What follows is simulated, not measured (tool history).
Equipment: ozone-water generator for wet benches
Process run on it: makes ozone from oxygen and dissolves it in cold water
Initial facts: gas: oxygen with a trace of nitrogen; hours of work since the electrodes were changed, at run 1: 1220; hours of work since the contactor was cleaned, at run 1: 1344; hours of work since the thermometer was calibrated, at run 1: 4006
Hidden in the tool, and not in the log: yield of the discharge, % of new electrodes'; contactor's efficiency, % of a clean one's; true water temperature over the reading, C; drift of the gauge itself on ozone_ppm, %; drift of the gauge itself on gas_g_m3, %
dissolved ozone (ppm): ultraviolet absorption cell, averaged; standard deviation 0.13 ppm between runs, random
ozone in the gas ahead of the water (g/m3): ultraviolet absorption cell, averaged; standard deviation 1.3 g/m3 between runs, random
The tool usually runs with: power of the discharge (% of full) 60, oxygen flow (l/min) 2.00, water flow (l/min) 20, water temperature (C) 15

| run | day | power of the discharge (% of full) | oxygen flow (l/min) | water flow (l/min) | water temperature (C) | hours of work since the electrodes were changed | hours of work since the contactor was cleaned | hours of work since the thermometer was calibrated | dissolved ozone (ppm) | ozone in the gas ahead of the water (g/m3) |
|---|---|---|---|---|---|---|---|---|---|---|
| 1 | 0.000 | 60 | 2.00 | 20 | 15 | 1220 | 1344 | 4006 | 13.6 | 246.1 |
| 2 | 1.175 | 60 | 2.00 | 20 | 15 | 1244 | 1368 | 4030 | 13.4 | 246.9 |
| 3 | 2.379 | 60 | 2.00 | 20 | 15 | 1269 | 1392 | 4055 | 13.6 | 245.9 |
| 4 | 4.221 | 60 | 2.00 | 20 | 15 | 1307 | 1430 | 4093 | 13.6 | 244.7 |
| 5 | 5.175 | 60 | 2.00 | 20 | 15 | 1326 | 1450 | 4112 | 13.6 | 246.3 |
| 6 | 6.658 | 60 | 2.00 | 20 | 12 | 1357 | 1480 | 4143 | 13.9 | 245.3 |
| 7 | 8.258 | 60 | 2.00 | 20 | 12 | 1390 | 1513 | 4176 | 14.0 | 245.5 |
| 8 | 9.433 | 60 | 2.00 | 20 | 15 | 1414 | 1538 | 4200 | 13.6 | 243.4 |
| 9 | 11.021 | 60 | 2.00 | 20 | 15 | 1446 | 1570 | 4233 | 13.6 | 244.1 |
| 10 | 12.733 | 60 | 2.00 | 20 | 15 | 1482 | 1605 | 4268 | 13.8 | 242.6 |
| 11 | 14.233 | 41 | 2.00 | 20 | 15 | 1512 | 1636 | 4299 | 10.6 | 189.0 |
| 12 | 15.254 | 41 | 2.00 | 20 | 15 | 1533 | 1657 | 4320 | 10.4 | 188.7 |
| 13 | 17.492 | 60 | 2.00 | 20 | 15 | 1579 | 1703 | 4366 | 13.7 | 244.1 |
| 14 | 19.046 | 44 | 2.00 | 20 | 15 | 1611 | 1735 | 4398 | 10.9 | 195.5 |
| 15 | 20.396 | 60 | 1.35 | 20 | 15 | 1639 | 1763 | 4425 | 12.0 | 299.1 |
| 16 | 22.108 | 60 | 2.00 | 20 | 15 | 1674 | 1798 | 4461 | 13.6 | 242.3 |
| 17 | 23.446 | 47 | 2.00 | 20 | 15 | 1702 | 1826 | 4488 | 11.4 | 204.2 |
| 18 | 25.633 | 60 | 1.61 | 20 | 20 | 1747 | 1871 | 4533 | 12.2 | 268.7 |
| 19 | 27.646 | 60 | 1.61 | 20 | 20 | 1788 | 1912 | 4574 | 12.5 | 271.5 |
| 20 | 29.162 | 60 | 1.07 | 20 | 10 | 1819 | 1943 | 4606 | 11.2 | 332.7 |
| 21 | 30.279 | 60 | 1.07 | 20 | 10 | 1842 | 1966 | 4629 | 11.2 | 330.4 |
| 22 | 32.204 | 54 | 2.00 | 20 | 15 | 1882 | 2006 | 4668 | 12.4 | 225.5 |
| 23 | 33.754 | 75 | 2.00 | 18 | 21 | 1914 | 2038 | 4700 | 16.7 | 280.4 |
| 24 | 35.271 | 75 | 2.00 | 18 | 21 | 1945 | 2069 | 4731 | 16.7 | 279.5 |
| 25 | 36.979 | 75 | 1.35 | 18 | 21 | 1980 | 2104 | 4766 | 14.9 | 344.4 |
| 26 | 38.812 | 75 | 2.48 | 18 | 16 | 2018 | 2142 | 4804 | 18.2 | 250.7 |
| 27 | 40.525 | 75 | 2.48 | 18 | 9 | 2053 | 2177 | 4839 | 19.2 | 249.7 |
| 28 | 42.379 | 75 | 2.48 | 18 | 10 | 2091 | 2215 | 4877 | 19.1 | 249.9 |
| 29 | 43.646 | 75 | 2.48 | 18 | 10 | 2117 | 2241 | 4903 | 19.1 | 250.3 |
| 30 | 45.554 | 77 | 1.12 | 16 | 13 | 2156 | 2280 | 4943 | 17.0 | 380.6 |
| 31 | 47.358 | 82 | 1.12 | 16 | 13 | 2193 | 2317 | 4980 | 18.0 | 398.6 |
| 32 | 49.604 | 69 | 1.28 | 18 | 23 | 2240 | 2363 | 5026 | 13.5 | 328.9 |

Each row is a separate what-if for the run after 32, all from the same tool condition, not one after another. Results?
| A | 50.546 | 69 | 1.41 | 13 | 23 | 2259 | 2383 | 5045 | ? | ? |
| B | 50.546 | 41 | 2.11 | 18 | 23 | 2259 | 2383 | 5045 | ? | ? |
| C | 50.546 | 41 | 1.85 | 18 | 23 | 2259 | 2383 | 5045 | ? | ? |
| D | 50.546 | 60 | 1.22 | 20 | 18 | 2259 | 2383 | 5045 | ? | ? |

| run | dissolved ozone (ppm) | ozone in the gas ahead of the water (g/m3) |
|---|---|---|
| A | 18.8 | 317.5 |
| B | 11.1 | 180.1 |
| C | 10.9 | 193.1 |
| D | 11.4 | 308.0 |
Take away the tool's hidden state, keep each run's random variation, and the runs would have read:
| run | dissolved ozone (ppm) | ozone in the gas ahead of the water (g/m3) |
|---|---|---|
| A | 18.8 | 326.0 |
| B | 11.1 | 184.9 |
| C | 10.9 | 198.2 |
| D | 11.4 | 316.3 |

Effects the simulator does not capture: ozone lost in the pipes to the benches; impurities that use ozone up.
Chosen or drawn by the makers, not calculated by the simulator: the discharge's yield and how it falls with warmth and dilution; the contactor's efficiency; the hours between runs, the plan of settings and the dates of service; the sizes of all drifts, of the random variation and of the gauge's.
